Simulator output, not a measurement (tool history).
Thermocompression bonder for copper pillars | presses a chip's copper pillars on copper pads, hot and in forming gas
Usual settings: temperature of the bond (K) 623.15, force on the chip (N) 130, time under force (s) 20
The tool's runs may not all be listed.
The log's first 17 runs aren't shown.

run   hour  temperature of the bond (K)  force on the chip (N)  time under force (s)  force that shears a chip off (N)
 18  424.3                       605.15                    130                    34                              65.4
 19  455.5                       605.15                    130                    34                              65.5
     474.5  -- forming gas filter changed
 20  487.2                       649.15                    121                    27                              77.7
 21  500.8                       649.15                    121                    27                                78
 22  522.1                       649.15                    121                    27                              77.3
 23  547.7                       637.15                    141                    24                              77.4
 24  563.4                       637.15                    141                    24                              78.5
 25  582.8                       649.15                     93                    20                              56.1
 26  613.2                       649.15                     93                    20                              55.7
 27  627.1                       641.15                     93                    20                              53.1
 28  649.6                       641.15                     93                    20                              53.3
     658.4  -- forming gas filter changed
 29  683.4                       630.15                     93                    42                                65
 30  711.8                       630.15                     93                    42                              64.6
 31  742.2                       642.15                     93                    42                                69
 32    772                       645.15                    130                    14                                63
 33  790.5                       645.15                    130                    14                              63.1
 34  817.7                       633.15                    126                    31                              75.7
     841.3  -- forming gas filter changed
 35  850.2                       610.15                    159                    18                              64.3

5 ways to go on from here, each from the tool as it stands after run 35. What would each give?
  A  880.2                       647.15                    113                    21                                 ?
  B  880.2                       610.15                    159                    40                                 ?
  C  880.2                       623.15                    159                    18                                 ?
  D  880.2                       623.15                    161                    52                                 ?
  E  880.2                       610.15                    168                    18                                 ?

run  force that shears a chip off (N)
  A                              66.4
  B                              83.7
  C                              71.4
  D                              98.7
  E                                67
Without the tool's hidden state the same runs would have given:
run  force that shears a chip off (N)
  A                                66
  B                              83.3
  C                                71
  D                              98.3
  E                              66.7
